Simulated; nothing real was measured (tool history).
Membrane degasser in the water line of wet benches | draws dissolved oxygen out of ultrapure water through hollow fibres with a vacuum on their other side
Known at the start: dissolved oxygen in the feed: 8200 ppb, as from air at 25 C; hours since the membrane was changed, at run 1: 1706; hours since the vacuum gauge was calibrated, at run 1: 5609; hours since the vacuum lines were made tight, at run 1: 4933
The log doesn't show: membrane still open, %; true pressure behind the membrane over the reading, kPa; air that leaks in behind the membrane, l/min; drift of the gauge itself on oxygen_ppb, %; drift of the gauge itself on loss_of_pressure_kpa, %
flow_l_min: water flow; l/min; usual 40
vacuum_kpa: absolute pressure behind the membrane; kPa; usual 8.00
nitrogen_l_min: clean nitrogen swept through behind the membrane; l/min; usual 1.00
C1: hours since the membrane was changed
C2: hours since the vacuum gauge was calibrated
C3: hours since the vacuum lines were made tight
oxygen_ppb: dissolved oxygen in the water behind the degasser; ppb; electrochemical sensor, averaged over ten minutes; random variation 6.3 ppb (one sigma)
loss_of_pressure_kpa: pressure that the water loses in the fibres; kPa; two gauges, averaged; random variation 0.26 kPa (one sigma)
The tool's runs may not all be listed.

{"run": 1, "hour": 0.0, "flow_l_min": 40, "vacuum_kpa": 8.0, "nitrogen_l_min": 1.0, "C1": 1706, "C2": 5609, "C3": 4933, "oxygen_ppb": 630.7, "loss_of_pressure_kpa": 69.85}
{"run": 2, "hour": 83.8, "flow_l_min": 40, "vacuum_kpa": 8.0, "nitrogen_l_min": 1.0, "C1": 1790, "C2": 5693, "C3": 5017, "oxygen_ppb": 641.3, "loss_of_pressure_kpa": 69.37}
{"run": 3, "hour": 185.4, "flow_l_min": 40, "vacuum_kpa": 8.0, "nitrogen_l_min": 1.0, "C1": 1892, "C2": 5794, "C3": 5118, "oxygen_ppb": 640.9, "loss_of_pressure_kpa": 69.9}
{"run": 4, "hour": 281.4, "flow_l_min": 40, "vacuum_kpa": 8.0, "nitrogen_l_min": 1.0, "C1": 1988, "C2": 5890, "C3": 5214, "oxygen_ppb": 632.3, "loss_of_pressure_kpa": 69.42}
{"run": 5, "hour": 346.7, "flow_l_min": 40, "vacuum_kpa": 8.0, "nitrogen_l_min": 1.0, "C1": 2053, "C2": 5955, "C3": 5279, "oxygen_ppb": 634.2, "loss_of_pressure_kpa": 69.51}
{"run": 6, "hour": 404.5, "flow_l_min": 40, "vacuum_kpa": 6.83, "nitrogen_l_min": 1.0, "C1": 2111, "C2": 6013, "C3": 5337, "oxygen_ppb": 547.4, "loss_of_pressure_kpa": 69.04}
{"run": 7, "hour": 499.7, "flow_l_min": 40, "vacuum_kpa": 19.9, "nitrogen_l_min": 1.0, "C1": 2206, "C2": 6108, "C3": 5432, "oxygen_ppb": 1377.9, "loss_of_pressure_kpa": 69.17}
{"run": 8, "hour": 552.7, "flow_l_min": 62, "vacuum_kpa": 8.0, "nitrogen_l_min": 1.0, "C1": 2259, "C2": 6161, "C3": 5485, "oxygen_ppb": 1021.0, "loss_of_pressure_kpa": 107.93}
{"run": 9, "hour": 609.7, "flow_l_min": 62, "vacuum_kpa": 8.0, "nitrogen_l_min": 1.0, "C1": 2316, "C2": 6218, "C3": 5542, "oxygen_ppb": 1004.8, "loss_of_pressure_kpa": 107.53}
{"run": 10, "hour": 677.8, "flow_l_min": 62, "vacuum_kpa": 8.0, "nitrogen_l_min": 1.0, "C1": 2384, "C2": 6287, "C3": 5611, "oxygen_ppb": 1035.1, "loss_of_pressure_kpa": 107.17}
{"run": 11, "hour": 745.5, "flow_l_min": 62, "vacuum_kpa": 8.0, "nitrogen_l_min": 1.0, "C1": 2452, "C2": 6354, "C3": 5678, "oxygen_ppb": 1012.0, "loss_of_pressure_kpa": 107.64}
{"run": 12, "hour": 801.4, "flow_l_min": 62, "vacuum_kpa": 8.0, "nitrogen_l_min": 1.0, "C1": 2507, "C2": 6410, "C3": 5734, "oxygen_ppb": 1028.0, "loss_of_pressure_kpa": 107.05}
{"run": 13, "hour": 901.5, "flow_l_min": 62, "vacuum_kpa": 8.0, "nitrogen_l_min": 1.0, "C1": 2608, "C2": 6510, "C3": 5834, "oxygen_ppb": 1024.7, "loss_of_pressure_kpa": 106.86}
{"run": 14, "hour": 1021.3, "flow_l_min": 62, "vacuum_kpa": 8.0, "nitrogen_l_min": 1.0, "C1": 2727, "C2": 6630, "C3": 5954, "oxygen_ppb": 1024.1, "loss_of_pressure_kpa": 107.0}
{"run": 15, "hour": 1111.0, "flow_l_min": 40, "vacuum_kpa": 8.0, "nitrogen_l_min": 0.51, "C1": 2817, "C2": 6720, "C3": 6044, "oxygen_ppb": 849.5, "loss_of_pressure_kpa": 68.83}
{"run": 16, "hour": 1180.8, "flow_l_min": 40, "vacuum_kpa": 8.0, "nitrogen_l_min": 0.51, "C1": 2887, "C2": 6790, "C3": 6114, "oxygen_ppb": 843.7, "loss_of_pressure_kpa": 68.98}
{"run": 17, "hour": 1262.2, "flow_l_min": 40, "vacuum_kpa": 8.0, "nitrogen_l_min": 0.46, "C1": 2968, "C2": 6871, "C3": 6195, "oxygen_ppb": 880.6, "loss_of_pressure_kpa": 68.99}
{"run": 18, "hour": 1365.2, "flow_l_min": 50, "vacuum_kpa": 5.45, "nitrogen_l_min": 0.62, "C1": 3071, "C2": 6974, "C3": 6298, "oxygen_ppb": 684.3, "loss_of_pressure_kpa": 86.46}
{"run": 19, "hour": 1449.3, "flow_l_min": 50, "vacuum_kpa": 5.45, "nitrogen_l_min": 0.62, "C1": 3155, "C2": 7058, "C3": 6382, "oxygen_ppb": 677.6, "loss_of_pressure_kpa": 85.34}
{"run": 20, "hour": 1541.2, "flow_l_min": 32, "vacuum_kpa": 11.92, "nitrogen_l_min": 1.89, "C1": 3247, "C2": 7150, "C3": 6474, "oxygen_ppb": 495.2, "loss_of_pressure_kpa": 55.06}
{"run": 21, "hour": 1656.5, "flow_l_min": 32, "vacuum_kpa": 11.92, "nitrogen_l_min": 1.89, "C1": 3363, "C2": 7265, "C3": 6589, "oxygen_ppb": 492.9, "loss_of_pressure_kpa": 54.75}
{"run": 22, "hour": 1754.7, "flow_l_min": 62, "vacuum_kpa": 14.05, "nitrogen_l_min": 1.0, "C1": 3461, "C2": 7363, "C3": 6687, "oxygen_ppb": 1520.3, "loss_of_pressure_kpa": 106.09}
{"run": 23, "hour": 1847.9, "flow_l_min": 46, "vacuum_kpa": 7.75, "nitrogen_l_min": 1.1, "C1": 3554, "C2": 7457, "C3": 6781, "oxygen_ppb": 696.5, "loss_of_pressure_kpa": 79.03}
{"run": 24, "hour": 1973.4, "flow_l_min": 51, "vacuum_kpa": 6.43, "nitrogen_l_min": 0.47, "C1": 3680, "C2": 7582, "C3": 6906, "oxygen_ppb": 891.2, "loss_of_pressure_kpa": 87.38}
{"run": 25, "hour": 2034.5, "flow_l_min": 41, "vacuum_kpa": 5.04, "nitrogen_l_min": 0.93, "C1": 3741, "C2": 7643, "C3": 6967, "oxygen_ppb": 436.6, "loss_of_pressure_kpa": 70.25}
{"run": 26, "hour": 2127.3, "flow_l_min": 41, "vacuum_kpa": 5.04, "nitrogen_l_min": 0.93, "C1": 3833, "C2": 7736, "C3": 7060, "oxygen_ppb": 447.3, "loss_of_pressure_kpa": 70.97}
{"hour": 2186.8, "done": "vacuum gauge calibrated"}
{"run": 27, "hour": 2234.7, "flow_l_min": 29, "vacuum_kpa": 10.58, "nitrogen_l_min": 0.72, "C1": 3940, "C2": 48, "C3": 7167, "oxygen_ppb": 702.2, "loss_of_pressure_kpa": 49.27}
{"run": 28, "hour": 2345.8, "flow_l_min": 30, "vacuum_kpa": 10.58, "nitrogen_l_min": 2.96, "C1": 4051, "C2": 159, "C3": 7278, "oxygen_ppb": 333.6, "loss_of_pressure_kpa": 51.07}
{"run": 29, "hour": 2443.7, "flow_l_min": 57, "vacuum_kpa": 13.29, "nitrogen_l_min": 1.52, "C1": 4149, "C2": 257, "C3": 7376, "oxygen_ppb": 1158.5, "loss_of_pressure_kpa": 96.69}
{"run": 30, "hour": 2516.4, "flow_l_min": 40, "vacuum_kpa": 13.87, "nitrogen_l_min": 1.9, "C1": 4222, "C2": 330, "C3": 7449, "oxygen_ppb": 727.2, "loss_of_pressure_kpa": 68.09}
{"run": 31, "hour": 2620.9, "flow_l_min": 40, "vacuum_kpa": 13.87, "nitrogen_l_min": 1.9, "C1": 4327, "C2": 434, "C3": 7553, "oxygen_ppb": 734.8, "loss_of_pressure_kpa": 68.19}

Forecast each of these 4 alternatives for the next run:
{"run": "A", "hour": 2677.5, "flow_l_min": 40, "vacuum_kpa": 8.0, "nitrogen_l_min": 1.61, "C1": 4383, "C2": 491, "C3": 7610, "oxygen_ppb": "?", "loss_of_pressure_kpa": "?"}
{"run": "B", "hour": 2677.5, "flow_l_min": 40, "vacuum_kpa": 12.64, "nitrogen_l_min": 0.86, "C1": 4383, "C2": 491, "C3": 7610, "oxygen_ppb": "?", "loss_of_pressure_kpa": "?"}
{"run": "C", "hour": 2677.5, "flow_l_min": 40, "vacuum_kpa": 17.38, "nitrogen_l_min": 1.0, "C1": 4383, "C2": 491, "C3": 7610, "oxygen_ppb": "?", "loss_of_pressure_kpa": "?"}
{"run": "D", "hour": 2677.5, "flow_l_min": 26, "vacuum_kpa": 9.02, "nitrogen_l_min": 2.81, "C1": 4383, "C2": 491, "C3": 7610, "oxygen_ppb": "?", "loss_of_pressure_kpa": "?"}

run=A oxygen_ppb=524.1 loss_of_pressure_kpa=68.13
run=B oxygen_ppb=1020.5 loss_of_pressure_kpa=68.22
run=C oxygen_ppb=1216.9 loss_of_pressure_kpa=67.76
run=D oxygen_ppb=247.7 loss_of_pressure_kpa=43.87
Without the tool's hidden state the same runs would have given:
run=A oxygen_ppb=523.8 loss_of_pressure_kpa=69.77
run=B oxygen_ppb=1020.3 loss_of_pressure_kpa=69.86
run=C oxygen_ppb=1216.6 loss_of_pressure_kpa=69.40
run=D oxygen_ppb=247.5 loss_of_pressure_kpa=44.94
